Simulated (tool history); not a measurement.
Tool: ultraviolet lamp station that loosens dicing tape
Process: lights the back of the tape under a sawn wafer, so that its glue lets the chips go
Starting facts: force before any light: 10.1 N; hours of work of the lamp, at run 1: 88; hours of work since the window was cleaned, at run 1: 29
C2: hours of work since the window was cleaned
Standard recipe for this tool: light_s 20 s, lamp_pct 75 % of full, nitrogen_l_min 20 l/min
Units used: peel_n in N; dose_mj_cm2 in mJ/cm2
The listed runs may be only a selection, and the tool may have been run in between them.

Run 1, hour 0.0: usual settings; hours of work of the lamp 88; C2 29. Result: peel_n 1.310 N, dose_mj_cm2 465 mJ/cm2.
Run 2, hour 26.0: usual settings but nitrogen_l_min 9 l/min; hours of work of the lamp 103; C2 44. Result: peel_n 2.255 N, dose_mj_cm2 467 mJ/cm2.
Run 3, hour 56.6: usual settings but nitrogen_l_min 9 l/min; hours of work of the lamp 121; C2 61. Result: peel_n 2.346 N, dose_mj_cm2 458 mJ/cm2.
Run 4, hour 79.7: usual settings but nitrogen_l_min 9 l/min; hours of work of the lamp 134; C2 74. Result: peel_n 2.453 N, dose_mj_cm2 447 mJ/cm2.
Run 5, hour 93.3: usual settings; hours of work of the lamp 142; C2 82. Result: peel_n 1.391 N, dose_mj_cm2 447 mJ/cm2.
Run 6, hour 125.1: usual settings; hours of work of the lamp 160; C2 100. Result: peel_n 1.439 N, dose_mj_cm2 442 mJ/cm2.
Run 7, hour 153.5: usual settings; hours of work of the lamp 176; C2 116. Result: peel_n 1.445 N, dose_mj_cm2 439 mJ/cm2.
Run 8, hour 170.2: usual settings but nitrogen_l_min 16 l/min; hours of work of the lamp 185; C2 126. Result: peel_n 1.722 N, dose_mj_cm2 435 mJ/cm2.
Run 9, hour 185.6: usual settings; hours of work of the lamp 194; C2 135. Result: peel_n 1.498 N, dose_mj_cm2 429 mJ/cm2.
Run 10, hour 210.4: usual settings; hours of work of the lamp 208; C2 149. Result: peel_n 1.575 N, dose_mj_cm2 424 mJ/cm2.
Run 11, hour 240.0: usual settings but nitrogen_l_min 8 l/min; hours of work of the lamp 225; C2 166. Result: peel_n 2.840 N, dose_mj_cm2 417 mJ/cm2.
Run 12, hour 261.5: usual settings; hours of work of the lamp 237; C2 178. Result: peel_n 1.647 N, dose_mj_cm2 410 mJ/cm2.
Run 13, hour 283.4: usual settings; hours of work of the lamp 250; C2 190. Result: peel_n 1.699 N, dose_mj_cm2 409 mJ/cm2.
Run 14, hour 313.0: usual settings but nitrogen_l_min 10 l/min; hours of work of the lamp 267; C2 207. Result: peel_n 2.664 N, dose_mj_cm2 398 mJ/cm2.
Run 15, hour 338.2: usual settings but nitrogen_l_min 10 l/min; hours of work of the lamp 281; C2 222. Result: peel_n 2.693 N, dose_mj_cm2 400 mJ/cm2.
At hour 355.8: window cleaned of glue's vapour.
Run 16, hour 366.7: usual settings; hours of work of the lamp 297; C2 6. Result: peel_n 1.381 N, dose_mj_cm2 451 mJ/cm2.
Run 17, hour 385.4: usual settings but light_s 13 s; hours of work of the lamp 308; C2 17. Result: peel_n 2.770 N, dose_mj_cm2 288 mJ/cm2.
Run 18, hour 400.3: usual settings but light_s 13 s; hours of work of the lamp 316; C2 25. Result: peel_n 2.811 N, dose_mj_cm2 283 mJ/cm2.
Run 19, hour 420.9: usual settings but light_s 13 s; hours of work of the lamp 328; C2 37. Result: peel_n 2.824 N, dose_mj_cm2 280 mJ/cm2.
Run 20, hour 445.2: usual settings but light_s 13 s; hours of work of the lamp 342; C2 51. Result: peel_n 2.927 N, dose_mj_cm2 282 mJ/cm2.
Run 21, hour 459.2: usual settings but light_s 13 s; hours of work of the lamp 350; C2 59. Result: peel_n 3.004 N, dose_mj_cm2 279 mJ/cm2.
Run 22, hour 489.0: usual settings but light_s 13 s; hours of work of the lamp 367; C2 76. Result: peel_n 2.891 N, dose_mj_cm2 275 mJ/cm2.
Run 23, hour 504.3: usual settings but light_s 11 s, lamp_pct 81 % of full; hours of work of the lamp 375; C2 85. Result: peel_n 3.253 N, dose_mj_cm2 245 mJ/cm2.
Run 24, hour 524.7: usual settings but light_s 11 s, lamp_pct 81 % of full; hours of work of the lamp 387; C2 96. Result: peel_n 3.322 N, dose_mj_cm2 243 mJ/cm2.
Run 25, hour 546.7: usual settings but light_s 11 s, lamp_pct 81 % of full; hours of work of the lamp 400; C2 109. Result: peel_n 3.321 N, dose_mj_cm2 240 mJ/cm2.
Run 26, hour 565.5: usual settings but light_s 16 s, lamp_pct 80 % of full, nitrogen_l_min 7 l/min; hours of work of the lamp 410; C2 119. Result: peel_n 3.808 N, dose_mj_cm2 344 mJ/cm2.
Run 27, hour 581.5: usual settings but light_s 14 s, lamp_pct 96 % of full, nitrogen_l_min 6 l/min; hours of work of the lamp 419; C2 129. Result: peel_n 3.687 N, dose_mj_cm2 362 mJ/cm2.
Run 28, hour 596.9: usual settings but light_s 14 s, lamp_pct 96 % of full, nitrogen_l_min 6 l/min; hours of work of the lamp 428; C2 137. Result: peel_n 3.707 N, dose_mj_cm2 358 mJ/cm2.
Run 29, hour 623.3: usual settings but light_s 11 s; hours of work of the lamp 443; C2 152. Result: peel_n 3.813 N, dose_mj_cm2 224 mJ/cm2.
Run 30, hour 649.3: usual settings but light_s 11 s; hours of work of the lamp 458; C2 167. Result: peel_n 3.850 N, dose_mj_cm2 213 mJ/cm2.
Run 31, hour 669.0: usual settings but light_s 11 s; hours of work of the lamp 469; C2 178. Result: peel_n 3.905 N, dose_mj_cm2 209 mJ/cm2.
Run 32, hour 696.6: usual settings but light_s 11 s; hours of work of the lamp 485; C2 194. Result: peel_n 3.835 N, dose_mj_cm2 208 mJ/cm2.
Run 33, hour 713.0: usual settings but light_s 11 s; hours of work of the lamp 494; C2 203. Result: peel_n 3.918 N, dose_mj_cm2 211 mJ/cm2.
Run 34, hour 737.6: usual settings but lamp_pct 73 % of full, nitrogen_l_min 14 l/min; hours of work of the lamp 508; C2 217. Result: peel_n 2.616 N, dose_mj_cm2 361 mJ/cm2.
At hour 762.1: window cleaned of glue's vapour.
Run 35, hour 766.7: usual settings but light_s 12 s, lamp_pct 78 % of full; hours of work of the lamp 525; C2 3. Result: peel_n 3.130 N, dose_mj_cm2 260 mJ/cm2.
Run 36, hour 788.1: usual settings but light_s 17 s, lamp_pct 94 % of full; hours of work of the lamp 537; C2 15. Result: peel_n 1.426 N, dose_mj_cm2 445 mJ/cm2.
Run 37, hour 815.9: usual settings but light_s 17 s, lamp_pct 94 % of full; hours of work of the lamp 553; C2 31. Result: peel_n 1.476 N, dose_mj_cm2 435 mJ/cm2.
Run 38, hour 833.7: usual settings but light_s 17 s, lamp_pct 80 % of full, nitrogen_l_min 30 l/min; hours of work of the lamp 563; C2 41. Result: peel_n 1.488 N, dose_mj_cm2 370 mJ/cm2.
Run 39, hour 849.0: usual settings but light_s 17 s, lamp_pct 80 % of full, nitrogen_l_min 30 l/min; hours of work of the lamp 572; C2 49. Result: peel_n 1.554 N, dose_mj_cm2 363 mJ/cm2.
Run 40, hour 867.1: usual settings but light_s 17 s, lamp_pct 80 % of full, nitrogen_l_min 30 l/min; hours of work of the lamp 582; C2 60. Result: peel_n 1.600 N, dose_mj_cm2 364 mJ/cm2.
Run 41, hour 891.7: usual settings but light_s 17 s, lamp_pct 65 % of full, nitrogen_l_min 17 l/min; hours of work of the lamp 596; C2 74. Result: peel_n 3.025 N, dose_mj_cm2 293 mJ/cm2.
Run 42, hour 910.3: usual settings but light_s 17 s, lamp_pct 60 % of full, nitrogen_l_min 34 l/min; hours of work of the lamp 606; C2 84. Result: peel_n 2.473 N, dose_mj_cm2 269 mJ/cm2.
Run 43, hour 934.9: usual settings but light_s 17 s, lamp_pct 60 % of full, nitrogen_l_min 34 l/min; hours of work of the lamp 620; C2 98. Result: peel_n 2.494 N, dose_mj_cm2 263 mJ/cm2.

Here are 4 independent what-if runs from the current tool condition. What would each one return?
Run A, hour 953.7: usual settings but lamp_pct 89 % of full, nitrogen_l_min 15 l/min; hours of work of the lamp 631; C2 109. Result: peel_n ?, dose_mj_cm2 ?.
Run B, hour 953.7: usual settings but light_s 26 s, lamp_pct 95 % of full, nitrogen_l_min 7 l/min; hours of work of the lamp 631; C2 109. Result: peel_n ?, dose_mj_cm2 ?.
Run C, hour 953.7: usual settings but light_s 19 s, lamp_pct 60 % of full, nitrogen_l_min 29 l/min; hours of work of the lamp 631; C2 109. Result: peel_n ?, dose_mj_cm2 ?.
Run D, hour 953.7: usual settings but light_s 16 s, lamp_pct 90 % of full, nitrogen_l_min 26 l/min; hours of work of the lamp 631; C2 109. Result: peel_n ?, dose_mj_cm2 ?.

run  peel_n  dose_mj_cm2
  A   1.655          454
  B   1.656          630
  C   2.221          288
  D   1.651          363
With no hidden state in the tool, these same runs would have given:
run  peel_n  dose_mj_cm2
  A   1.028          584
  B   1.026          809
  C   1.481          370
  D   1.027          466

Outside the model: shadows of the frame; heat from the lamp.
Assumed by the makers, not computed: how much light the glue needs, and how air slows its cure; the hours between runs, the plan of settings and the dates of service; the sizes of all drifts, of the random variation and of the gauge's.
